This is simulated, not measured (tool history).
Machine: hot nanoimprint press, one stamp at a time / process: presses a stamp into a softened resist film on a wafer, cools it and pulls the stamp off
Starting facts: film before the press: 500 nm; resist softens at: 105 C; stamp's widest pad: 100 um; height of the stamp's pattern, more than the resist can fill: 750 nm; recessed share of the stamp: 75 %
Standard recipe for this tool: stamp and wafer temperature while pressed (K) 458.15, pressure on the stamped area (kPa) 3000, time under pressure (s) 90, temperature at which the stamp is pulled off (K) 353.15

run	hour	stamp and wafer temperature while pressed (K)	pressure on the stamped area (kPa)	time under pressure (s)	temperature at which the stamp is pulled off (K)	resist left under the stamp's widest pad (angstrom)	greatest force while the stamp is pulled off (N)
1	0	458.15	3000	90	353.15	2583	197
2	8.3	458.15	3000	90	353.15	2583	199
3	16.1	458.15	3000	90	353.15	2585	196
4	21.4	458.15	3000	90	353.15	2574	199
5	30	458.15	3000	90	353.15	2571	199
6	38.4	458.15	3430	90	353.15	2446	206
7	43.5	458.15	3430	90	353.15	2456	195
8	49.9	458.15	3000	90	353.15	2570	206
9	56.6	458.15	3000	90	353.15	2576	202
10	60.7	466.15	3000	90	353.15	2092	206
11	69.5	466.15	3000	90	353.15	2096	202
12	77.8	466.15	3000	90	353.15	2099	200
13	84.4	463.15	3000	90	353.15	2268	204
14	92	463.15	3000	90	353.15	2264	198
15	101.8	463.15	3000	90	353.15	2275	192
16	106.6	458.15	3000	90	348.15	2585	208
17	115.7	466.15	3000	69	354.15	2335	196

Estimate the outcome of run 18 from the log above:
18	122.4	466.15	3000	69	354.15	?	?

Logged for run 18: resist left under the stamp's widest pad (angstrom) 2325, greatest force while the stamp is pulled off (N) 196.
On a tool with no hidden condition, and with the same random variation, this run would have come out at resist left under the stamp's widest pad (angstrom) 2328, greatest force while the stamp is pulled off (N) 194.

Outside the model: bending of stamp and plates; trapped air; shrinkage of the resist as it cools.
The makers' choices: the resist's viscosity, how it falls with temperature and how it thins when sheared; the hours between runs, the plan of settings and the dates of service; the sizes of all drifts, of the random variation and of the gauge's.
